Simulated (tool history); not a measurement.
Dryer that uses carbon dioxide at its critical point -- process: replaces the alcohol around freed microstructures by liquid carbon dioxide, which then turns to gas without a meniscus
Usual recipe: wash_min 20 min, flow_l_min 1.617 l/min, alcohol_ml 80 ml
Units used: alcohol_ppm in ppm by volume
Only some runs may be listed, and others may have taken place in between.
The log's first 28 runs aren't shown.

run   hour  wash_min  flow_l_min  alcohol_ml  hours of work since the filter was changed  hours of work since the purifier's bed was changed  alcohol_ppm
 29  449.1        21        1.55          80                                         164                                                 382          148
 30    459        21        1.55          80                                         171                                                 389          150
 31  469.3        20       1.617          29                                         179                                                 397          124
 32  478.2        20       1.617          29                                         186                                                 403          114
 33    487        22       1.617          80                                         192                                                 410          134
 34  495.7        15        1.19          58                                         199                                                 417          727
 35  517.1        15        1.19          58                                         215                                                 433          735
 36  533.2        14        1.93          36                                         227                                                 445          189
 37  541.9        27        1.81          65                                         233                                                 451          110
 38    553        20       1.617          35                                         242                                                 459          132
 39  565.4        20       1.617          35                                         251                                                 469          146
 40  585.6        20       1.617          35                                         266                                                 484          154
 41  596.8        20        0.98          49                                         274                                                 492          567
 42  609.4        29        1.09          52                                         284                                                 501          184
 43  629.1        15           2          26                                         298                                                 516          151
 44  647.5        22           2          26                                         312                                                 530          127

Consider 3 possible next runs. They are alternatives, not a sequence: every one starts from the tool as it was left by run 44. What does each give?
  A  666.1        20        1.36          24                                         326                                                 544            ?
  B  666.1        19           2          44                                         326                                                 544            ?
  C  666.1        20        1.35          80                                         326                                                 544            ?

run  alcohol_ppm
  A          191
  B          144
  C          343
With the hidden condition removed and each run's random variation left untouched, the same runs would have given:
run  alcohol_ppm
  A           39
  B           12
  C          118
